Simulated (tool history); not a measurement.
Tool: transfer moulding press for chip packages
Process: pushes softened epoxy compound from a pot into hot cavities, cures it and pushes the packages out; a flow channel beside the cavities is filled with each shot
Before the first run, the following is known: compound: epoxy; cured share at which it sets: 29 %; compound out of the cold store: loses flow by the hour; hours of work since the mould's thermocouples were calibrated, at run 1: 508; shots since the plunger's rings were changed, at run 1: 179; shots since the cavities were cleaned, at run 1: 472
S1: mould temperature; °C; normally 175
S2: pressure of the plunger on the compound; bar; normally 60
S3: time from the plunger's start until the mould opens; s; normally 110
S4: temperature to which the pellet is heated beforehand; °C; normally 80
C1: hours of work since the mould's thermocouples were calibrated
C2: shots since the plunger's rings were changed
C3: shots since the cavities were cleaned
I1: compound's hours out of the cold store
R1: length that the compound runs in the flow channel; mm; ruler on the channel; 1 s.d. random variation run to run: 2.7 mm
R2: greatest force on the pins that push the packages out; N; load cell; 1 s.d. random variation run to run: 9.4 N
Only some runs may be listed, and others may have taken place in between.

{"run": 1, "day": 0.0, "S1": 175, "S2": 60, "S3": 110, "S4": 80, "C1": 508, "C2": 179, "C3": 472, "I1": 36.1, "R1": 561, "R2": 598}
{"day": 0.638, "done": "cavities cleaned with cleaning compound and waxed"}
{"run": 2, "day": 2.412, "S1": 175, "S2": 60, "S3": 110, "S4": 80, "C1": 544, "C2": 770, "C3": 447, "I1": 19.3, "R1": 610, "R2": 741}
{"day": 3.212, "done": "mould's thermocouples calibrated"}
{"day": 3.275, "done": "cavities cleaned with cleaning compound and waxed"}
{"run": 3, "day": 3.712, "S1": 175, "S2": 60, "S3": 110, "S4": 80, "C1": 7, "C2": 1060, "C3": 111, "I1": 14.7, "R1": 627, "R2": 508}
{"run": 4, "day": 4.808, "S1": 175, "S2": 60, "S3": 110, "S4": 80, "C1": 23, "C2": 1336, "C3": 387, "I1": 10.4, "R1": 641, "R2": 626}
{"day": 5.667, "done": "cavities cleaned with cleaning compound and waxed"}
{"run": 5, "day": 6.296, "S1": 175, "S2": 60, "S3": 110, "S4": 70, "C1": 45, "C2": 1693, "C3": 158, "I1": 30.2, "R1": 560, "R2": 510}
{"run": 6, "day": 7.821, "S1": 175, "S2": 60, "S3": 110, "S4": 89, "C1": 68, "C2": 2077, "C3": 542, "I1": 9, "R1": 642, "R2": 608}
{"day": 8.088, "done": "cavities cleaned with cleaning compound and waxed"}
{"run": 7, "day": 9.504, "S1": 175, "S2": 60, "S3": 110, "S4": 89, "C1": 93, "C2": 2484, "C3": 355, "I1": 30.9, "R1": 557, "R2": 543}
{"day": 10.262, "done": "plunger's sealing rings changed"}
{"day": 10.658, "done": "cavities cleaned with cleaning compound and waxed"}
{"run": 8, "day": 11.442, "S1": 182, "S2": 60, "S3": 110, "S4": 80, "C1": 120, "C2": 281, "C3": 197, "I1": 31.1, "R1": 556, "R2": 396}
{"run": 9, "day": 12.729, "S1": 182, "S2": 60, "S3": 110, "S4": 80, "C1": 140, "C2": 605, "C3": 521, "I1": 11.8, "R1": 634, "R2": 455}
{"day": 13.188, "done": "cavities cleaned with cleaning compound and waxed"}
{"day": 14.162, "done": "cavities cleaned with cleaning compound and waxed, once more"}
{"run": 10, "day": 14.758, "S1": 182, "S2": 60, "S3": 110, "S4": 80, "C1": 169, "C2": 1083, "C3": 150, "I1": 24.7, "R1": 575, "R2": 366}
{"day": 16.554, "done": "cavities cleaned with cleaning compound and waxed"}
{"run": 11, "day": 17.104, "S1": 182, "S2": 60, "S3": 110, "S4": 80, "C1": 203, "C2": 1657, "C3": 138, "I1": 44.9, "R1": 506, "R2": 367}
{"run": 12, "day": 18.688, "S1": 182, "S2": 60, "S3": 110, "S4": 80, "C1": 228, "C2": 2056, "C3": 537, "I1": 9.9, "R1": 626, "R2": 447}
{"day": 18.967, "done": "cavities cleaned with cleaning compound and waxed"}
{"run": 13, "day": 20.733, "S1": 175, "S2": 60, "S3": 110, "S4": 80, "C1": 258, "C2": 2554, "C3": 443, "I1": 17.4, "R1": 613, "R2": 581}
{"day": 21.046, "done": "plunger's sealing rings changed"}
{"day": 21.608, "done": "cavities cleaned with cleaning compound and waxed"}
{"run": 14, "day": 22.683, "S1": 175, "S2": 60, "S3": 110, "S4": 80, "C1": 285, "C2": 396, "C3": 270, "I1": 15.4, "R1": 635, "R2": 570}
{"day": 24.054, "done": "cavities cleaned with cleaning compound and waxed"}
{"run": 15, "day": 24.367, "S1": 175, "S2": 60, "S3": 110, "S4": 80, "C1": 310, "C2": 804, "C3": 79, "I1": 40.9, "R1": 538, "R2": 464}
{"run": 16, "day": 26.329, "S1": 175, "S2": 60, "S3": 144, "S4": 89, "C1": 340, "C2": 1297, "C3": 572, "I1": 40.8, "R1": 532, "R2": 447}
{"day": 26.6, "done": "cavities cleaned with cleaning compound and waxed"}
{"run": 17, "day": 27.988, "S1": 175, "S2": 60, "S3": 144, "S4": 89, "C1": 364, "C2": 1699, "C3": 349, "I1": 34.2, "R1": 553, "R2": 406}
{"day": 29.133, "done": "cavities cleaned with cleaning compound and waxed"}
{"run": 18, "day": 30.558, "S1": 175, "S2": 60, "S3": 103, "S4": 89, "C1": 402, "C2": 2329, "C3": 359, "I1": 22.2, "R1": 588, "R2": 677}
{"day": 31.671, "done": "cavities cleaned with cleaning compound and waxed"}
{"day": 31.892, "done": "plunger's sealing rings changed"}
{"run": 19, "day": 32.492, "S1": 168, "S2": 60, "S3": 124, "S4": 80, "C1": 429, "C2": 150, "C3": 179, "I1": 11.2, "R1": 672, "R2": 781}
{"day": 34.238, "done": "cavities cleaned with cleaning compound and waxed"}
{"run": 20, "day": 34.275, "S1": 175, "S2": 48.1, "S3": 110, "S4": 80, "C1": 455, "C2": 583, "C3": 10, "I1": 13, "R1": 575, "R2": 458}
{"run": 21, "day": 35.838, "S1": 176, "S2": 61.4, "S3": 96, "S4": 87, "C1": 479, "C2": 975, "C3": 402, "I1": 33, "R1": 568, "R2": 726}
{"day": 36.708, "done": "cavities cleaned with cleaning compound and waxed"}
{"run": 22, "day": 37.033, "S1": 176, "S2": 61.4, "S3": 96, "S4": 87, "C1": 496, "C2": 1261, "C3": 82, "I1": 20.3, "R1": 613, "R2": 623}
{"run": 23, "day": 38.354, "S1": 168, "S2": 60, "S3": 110, "S4": 77, "C1": 517, "C2": 1593, "C3": 414, "I1": 23.8, "R1": 612, "R2": 1067}
{"day": 39.217, "done": "cavities cleaned with cleaning compound and waxed"}
{"run": 24, "day": 39.725, "S1": 168, "S2": 60, "S3": 110, "S4": 77, "C1": 537, "C2": 1922, "C3": 128, "I1": 18.1, "R1": 635, "R2": 935}
{"day": 40.979, "done": "mould's thermocouples calibrated"}
{"run": 25, "day": 41.225, "S1": 168, "S2": 60, "S3": 110, "S4": 77, "C1": 4, "C2": 2278, "C3": 484, "I1": 30, "R1": 587, "R2": 996}
{"day": 41.721, "done": "cavities cleaned with cleaning compound and waxed"}
{"day": 42.742, "done": "plunger's sealing rings changed"}
{"run": 26, "day": 43.204, "S1": 175, "S2": 60, "S3": 122, "S4": 70, "C1": 31, "C2": 118, "C3": 348, "I1": 34.3, "R1": 566, "R2": 494}

Each row is a separate what-if for the run after 26, all from the same tool condition, not one after another. Results?
{"day": 44.25, "done": "cavities cleaned with cleaning compound and waxed"}
{"run": "A", "day": 44.496, "S1": 172, "S2": 60, "S3": 119, "S4": 80, "C1": 50, "C2": 426, "C3": 62, "I1": 8.2, "R1": "?", "R2": "?"}
{"day": 44.25, "done": "cavities cleaned with cleaning compound and waxed"}
{"run": "B", "day": 44.496, "S1": 177, "S2": 60, "S3": 110, "S4": 80, "C1": 50, "C2": 426, "C3": 62, "I1": 19, "R1": "?", "R2": "?"}
{"day": 44.25, "done": "cavities cleaned with cleaning compound and waxed"}
{"run": "C", "day": 44.496, "S1": 175, "S2": 73, "S3": 122, "S4": 70, "C1": 50, "C2": 426, "C3": 62, "I1": 15.9, "R1": "?", "R2": "?"}

run=A R1=676 R2=542
run=B R1=611 R2=425
run=C R1=698 R2=411
With the hidden condition removed and each run's random variation left untouched, the same runs would have given:
run=A R1=678 R2=490
run=B R1=614 R2=386
run=C R1=700 R2=374
